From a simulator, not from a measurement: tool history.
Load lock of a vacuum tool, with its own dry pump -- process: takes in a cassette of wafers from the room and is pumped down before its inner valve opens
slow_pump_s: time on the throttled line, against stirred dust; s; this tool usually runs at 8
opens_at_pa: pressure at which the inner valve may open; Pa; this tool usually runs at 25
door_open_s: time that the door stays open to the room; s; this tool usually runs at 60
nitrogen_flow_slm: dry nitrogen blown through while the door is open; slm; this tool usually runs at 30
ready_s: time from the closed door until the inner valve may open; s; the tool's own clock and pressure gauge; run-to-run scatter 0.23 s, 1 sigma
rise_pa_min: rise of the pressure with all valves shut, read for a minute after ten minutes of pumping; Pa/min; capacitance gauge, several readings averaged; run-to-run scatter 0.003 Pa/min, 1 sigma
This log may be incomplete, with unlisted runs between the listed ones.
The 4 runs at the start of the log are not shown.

run	hour	slow_pump_s	opens_at_pa	door_open_s	nitrogen_flow_slm	hours that the pump has run since its overhaul	times that the door has closed on its seal	incoming humidity of the room's air, %	ready_s	rise_pa_min
5	440.2	8	25	60	30	1996	27448	45.2	17.5	0.048
6	526	8	25	60	30	2082	27726	42	17.4	0.042
7	637.8	8	25	60	30	2194	28088	46.9	18.1	0.042
8	745.4	8	25	60	30	2301	28436	47.5	17.7	0.051
9	810.8	8	25	60	30	2367	28648	44.7	17.5	0.047
10	895.7	8	25	60	30	2452	28922	45.9	17.7	0.044
11	999.5	8	25	60	30	2555	29258	48	17.9	0.054
12	1132.6	8	25	60	30	2688	29689	44.6	17.6	0.051
13	1261.9	8	25	60	30	2818	30108	42.4	17.4	0.049
14	1342.2	8	25	60	30	2898	30368	45.1	17.6	0.047
15	1396.4	8	42	60	30	2952	30543	49.2	16.4	0.054
16	1496	8	25	60	30	3052	30866	45.5	17.8	0.043
17	1577.3	8	25	60	30	3133	31129	44.4	17.3	0.047
18	1701.6	8	25	60	30	3257	31531	43.6	17.8	0.047
19	1769.5	8	25	60	30	3325	31751	44.5	17.2	0.048
20	1867	8	25	60	30	3423	32067	47.3	17.4	0.049
21	1977.6	8	25	186	7	3533	32425	41.5	17.4	0.129
22	2039.1	8	27	60	30	3595	32624	42.5	17.4	0.044
23	2144.9	8	27	60	30	3701	32967	45.5	17.5	0.047
24	2244.4	8	27	60	30	3800	33289	47.8	17.5	0.048
25	2330.4	8	25	86	30	3886	33567	46.6	17.8	0.058
26	2431	5	38	45	18	3987	33893	45.3	14.5	0.053

The next listed run, before its measurement:
27	2503.9	5	25	60	30	4060	34129	45	?	?

ready_s: 15.2 s
rise_pa_min: 0.048 Pa/min
With the hidden condition absent and the run-to-run variation left alone, this run would have shown ready_s 15.1 s, rise_pa_min 0.047 Pa/min.
